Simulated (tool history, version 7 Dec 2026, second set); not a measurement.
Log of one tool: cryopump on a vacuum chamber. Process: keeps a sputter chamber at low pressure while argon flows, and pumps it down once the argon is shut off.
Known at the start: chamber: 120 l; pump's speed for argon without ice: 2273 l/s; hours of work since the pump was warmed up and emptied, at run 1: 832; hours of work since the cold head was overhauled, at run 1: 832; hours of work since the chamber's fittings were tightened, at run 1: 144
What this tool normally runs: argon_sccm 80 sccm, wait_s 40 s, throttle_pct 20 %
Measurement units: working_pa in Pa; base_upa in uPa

| run | hour | argon_sccm | wait_s | throttle_pct | hours of work since the pump was warmed up and emptied | hours of work since the cold head was overhauled | hours of work since the chamber's fittings were tightened | working_pa | base_upa |
|---|---|---|---|---|---|---|---|---|---|
| 1 | 0 | 80 | 40 | 20 | 832 | 832 | 144 | 0.3218 | 0.8 |
| 2 | 54.4 | 80 | 40 | 22 | 864 | 864 | 177 | 0.2985 | 0.84 |
|  | 103.6 | pump warmed up, emptied and cooled again |
| 3 | 114.2 | 80 | 40 | 33 | 6 | 897 | 209 | 0.1818 | 0.79 |
| 4 | 179.1 | 80 | 40 | 33 | 45 | 936 | 248 | 0.1822 | 0.78 |
| 5 | 235.6 | 80 | 40 | 18 | 79 | 970 | 282 | 0.333 | 0.78 |
| 6 | 362.5 | 80 | 40 | 18 | 155 | 1046 | 358 | 0.3364 | 0.82 |
| 7 | 460.8 | 80 | 40 | 18 | 214 | 1105 | 417 | 0.3334 | 0.83 |
| 8 | 575.6 | 35 | 40 | 20 | 283 | 1174 | 486 | 0.1333 | 0.89 |
| 9 | 642.5 | 35 | 40 | 20 | 323 | 1214 | 526 | 0.1345 | 0.84 |
| 10 | 759.5 | 35 | 40 | 38 | 393 | 1284 | 597 | 0.073 | 0.84 |
| 11 | 890.4 | 35 | 40 | 38 | 472 | 1363 | 675 | 0.0747 | 0.94 |
| 12 | 974.9 | 80 | 40 | 36 | 523 | 1414 | 726 | 0.1794 | 0.94 |
| 13 | 1064.1 | 80 | 40 | 36 | 576 | 1467 | 779 | 0.1808 | 0.95 |
| 14 | 1191.1 | 80 | 40 | 36 | 652 | 1543 | 856 | 0.1839 | 0.98 |
| 15 | 1314 | 55 | 40 | 20 | 726 | 1617 | 929 | 0.2191 | 1.02 |
| 16 | 1390.2 | 55 | 40 | 20 | 772 | 1663 | 975 | 0.2194 | 1.07 |
| 17 | 1487.5 | 66 | 40 | 20 | 830 | 1721 | 1033 | 0.2643 | 1.06 |
|  | 1591.9 | pump warmed up, emptied and cooled again |
| 18 | 1594.1 | 127 | 23 | 20 | 1 | 1782 | 1094 | 0.4756 | 1.4 |
| 19 | 1713.1 | 127 | 23 | 20 | 73 | 1853 | 1166 | 0.475 | 1.36 |
| 20 | 1786.8 | 89 | 41 | 20 | 117 | 1898 | 1210 | 0.3359 | 0.96 |
| 21 | 1920.8 | 89 | 41 | 20 | 197 | 1978 | 1290 | 0.3378 | 0.99 |
| 22 | 2049.4 | 96 | 259 | 20 | 274 | 2055 | 1367 | 0.3656 | 0.57 |
| 23 | 2104.6 | 87 | 23 | 37 | 308 | 2088 | 1401 | 0.1829 | 1.47 |
| 24 | 2229.6 | 87 | 23 | 37 | 383 | 2163 | 1476 | 0.1856 | 1.51 |
| 25 | 2291 | 87 | 23 | 37 | 419 | 2200 | 1512 | 0.1861 | 1.58 |
| 26 | 2375.1 | 87 | 120 | 37 | 470 | 2251 | 1563 | 0.1893 | 0.76 |
| 27 | 2436.4 | 145 | 36 | 29 | 507 | 2287 | 1600 | 0.3957 | 1.22 |
| 28 | 2542.9 | 62 | 23 | 26 | 571 | 2351 | 1664 | 0.1898 | 1.68 |
| 29 | 2606.5 | 80 | 173 | 33 | 609 | 2389 | 1702 | 0.1948 | 0.76 |
| 30 | 2697 | 80 | 173 | 33 | 663 | 2444 | 1756 | 0.1981 | 0.85 |
| 31 | 2759.5 | 140 | 37 | 20 | 700 | 2481 | 1793 | 0.5571 | 1.31 |
| 32 | 2829.4 | 140 | 37 | 20 | 742 | 2523 | 1835 | 0.5588 | 1.37 |
| 33 | 2930.7 | 140 | 37 | 20 | 803 | 2584 | 1896 | 0.5628 | 1.39 |
| 34 | 3047.4 | 140 | 37 | 20 | 873 | 2654 | 1966 | 0.5704 | 1.42 |

Hidden condition of the tool, last listed run before each entry between runs versus first listed run after:
From run 2 to run 3: pump warmed up, emptied and cooled again (hour 103.6)
  pump's speed, % of a pump's without ice: 70.4 -> 98.9; cold plate's temperature, K: 12.49 -> 12.5; leak into the chamber, uPa l/s: 383 -> 400
  difference, measured minus the result without the unlogged condition, working_pa: +0.026 -> +0.0013 Pa; base_upa: +0.11 -> +0.05 uPa
From run 17 to run 18: pump warmed up, emptied and cooled again (hour 1591.9)
  pump's speed, % of a pump's without ice: 71.4 -> 99.7; cold plate's temperature, K: 12.74 -> 12.75; leak into the chamber, uPa l/s: 816 -> 848
  difference, measured minus the result without the unlogged condition, working_pa: +0.0207 -> +0.0018 Pa; base_upa: +0.37 -> +0.25 uPa

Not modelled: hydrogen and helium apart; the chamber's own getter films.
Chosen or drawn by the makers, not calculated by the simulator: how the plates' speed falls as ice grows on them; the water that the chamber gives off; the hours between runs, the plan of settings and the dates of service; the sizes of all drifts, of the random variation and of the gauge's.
